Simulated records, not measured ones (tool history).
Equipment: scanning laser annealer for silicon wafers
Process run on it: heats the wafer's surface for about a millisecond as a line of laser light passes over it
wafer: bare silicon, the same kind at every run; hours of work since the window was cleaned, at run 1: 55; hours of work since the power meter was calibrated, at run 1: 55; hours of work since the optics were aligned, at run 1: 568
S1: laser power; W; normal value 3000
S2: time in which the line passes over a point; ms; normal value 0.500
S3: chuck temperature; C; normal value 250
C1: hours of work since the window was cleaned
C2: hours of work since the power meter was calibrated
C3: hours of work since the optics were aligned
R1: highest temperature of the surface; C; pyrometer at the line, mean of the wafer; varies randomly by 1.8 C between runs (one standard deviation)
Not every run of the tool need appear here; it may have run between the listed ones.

Run 1, hour 0.0: usual settings; C1 55; C2 55; C3 568. Result: R1 987 C.
Run 2, hour 19.7: usual settings; C1 69; C2 69; C3 582. Result: R1 989 C.
Run 3, hour 37.6: usual settings; C1 81; C2 81; C3 594. Result: R1 987 C.
Run 4, hour 49.8: usual settings; C1 90; C2 90; C3 603. Result: R1 987 C.
Run 5, hour 70.5: usual settings but S1 3229 W; C1 104; C2 104; C3 617. Result: R1 1046 C.
Run 6, hour 83.4: usual settings but S1 2927 W; C1 113; C2 113; C3 626. Result: R1 964 C.
Run 7, hour 97.4: usual settings but S1 2927 W; C1 123; C2 123; C3 636. Result: R1 972 C.
Run 8, hour 117.1: usual settings but S1 2927 W; C1 136; C2 136; C3 649. Result: R1 966 C.
Run 9, hour 135.6: usual settings; C1 149; C2 149; C3 662. Result: R1 987 C.
Run 10, hour 151.2: usual settings; C1 160; C2 160; C3 673. Result: R1 988 C.
Run 11, hour 165.2: usual settings; C1 170; C2 170; C3 683. Result: R1 985 C.
Run 12, hour 186.1: usual settings; C1 184; C2 184; C3 697. Result: R1 983 C.
Run 13, hour 201.5: usual settings; C1 195; C2 195; C3 708. Result: R1 986 C.
Run 14, hour 216.7: usual settings but S2 0.384 ms; C1 205; C2 205; C3 718. Result: R1 887 C.
Run 15, hour 234.6: usual settings; C1 218; C2 218; C3 731. Result: R1 983 C.
Run 16, hour 255.9: usual settings; C1 232; C2 232; C3 746. Result: R1 982 C.
Run 17, hour 264.8: usual settings; C1 239; C2 239; C3 752. Result: R1 984 C.
Run 18, hour 282.6: usual settings; C1 251; C2 251; C3 764. Result: R1 985 C.
Run 19, hour 298.0: usual settings; C1 262; C2 262; C3 775. Result: R1 982 C.
Run 20, hour 317.8: usual settings but S1 2901 W, S2 0.600 ms, S3 278 C; C1 275; C2 275; C3 788. Result: R1 1057 C.
Run 21, hour 339.4: usual settings but S1 3167 W, S2 0.434 ms, S3 287 C; C1 290; C2 290; C3 803. Result: R1 1008 C.
Run 22, hour 356.9: usual settings but S1 2864 W, S2 0.434 ms, S3 249 C; C1 302; C2 302; C3 815. Result: R1 892 C.
Run 23, hour 366.7: usual settings but S1 3065 W, S2 0.573 ms, S3 285 C; C1 309; C2 309; C3 822. Result: R1 1091 C.
Run 24, hour 382.8: usual settings but S1 3221 W, S2 0.604 ms, S3 285 C; C1 320; C2 320; C3 833. Result: R1 1157 C.
Run 25, hour 403.2: usual settings but S1 3221 W, S2 0.604 ms, S3 285 C; C1 335; C2 335; C3 848. Result: R1 1160 C.
Run 26, hour 414.7: usual settings but S1 3211 W, S2 0.567 ms, S3 285 C; C1 343; C2 343; C3 856. Result: R1 1128 C.
Run 27, hour 434.5: usual settings but S1 2718 W, S2 0.552 ms, S3 241 C; C1 356; C2 356; C3 869. Result: R1 936 C.
Run 28, hour 444.3: usual settings but S1 2595 W, S2 0.522 ms, S3 277 C; C1 363; C2 363; C3 876. Result: R1 915 C.
Run 29, hour 466.2: usual settings but S3 258 C; C1 378; C2 378; C3 891. Result: R1 989 C.
Run 30, hour 478.0: usual settings but S3 258 C; C1 386; C2 386; C3 899. Result: R1 985 C.
Run 31, hour 496.2: usual settings but S1 3164 W, S2 0.546 ms, S3 245 C; C1 399; C2 399; C3 912. Result: R1 1059 C.
Run 32, hour 508.5: usual settings but S1 2967 W, S2 0.504 ms, S3 246 C; C1 408; C2 408; C3 921. Result: R1 969 C.
Run 33, hour 528.6: usual settings but S2 0.421 ms, S3 257 C; C1 421; C2 421; C3 935. Result: R1 921 C.
Run 34, hour 545.0: usual settings but S2 0.421 ms, S3 257 C; C1 433; C2 433; C3 946. Result: R1 921 C.
Run 35, hour 562.9: usual settings but S1 2921 W, S2 0.452 ms, S3 259 C; C1 445; C2 445; C3 958. Result: R1 930 C.
Run 36, hour 574.0: usual settings but S1 2921 W, S2 0.452 ms, S3 259 C; C1 453; C2 453; C3 966. Result: R1 930 C.
Run 37, hour 586.0: usual settings but S1 2921 W, S2 0.452 ms, S3 259 C; C1 461; C2 461; C3 974. Result: R1 928 C.
Run 38, hour 597.2: usual settings but S1 2921 W, S2 0.452 ms, S3 259 C; C1 469; C2 469; C3 982. Result: R1 933 C.

Here are 5 independent what-if runs from the current tool condition. What would each one return?
Run A, hour 612.2: usual settings but S1 2853 W, S3 281 C; C1 479; C2 479; C3 992. Result: R1 ?.
Run B, hour 612.2: usual settings but S1 2728 W, S2 0.496 ms, S3 277 C; C1 479; C2 479; C3 992. Result: R1 ?.
Run C, hour 612.2: usual settings but S1 2984 W, S2 0.436 ms, S3 222 C; C1 479; C2 479; C3 992. Result: R1 ?.
Run D, hour 612.2: usual settings but S1 3117 W, S2 0.354 ms, S3 259 C; C1 479; C2 479; C3 992. Result: R1 ?.
Run E, hour 612.2: usual settings but S1 2921 W, S2 0.562 ms, S3 259 C; C1 479; C2 479; C3 992. Result: R1 ?.

run    R1
  A   969
  B   935
  C   893
  D   887
  E  1012
Without the tool's unlogged condition, the same runs would have read:
run    R1
  A   984
  B   949
  C   907
  D   901
  E  1029
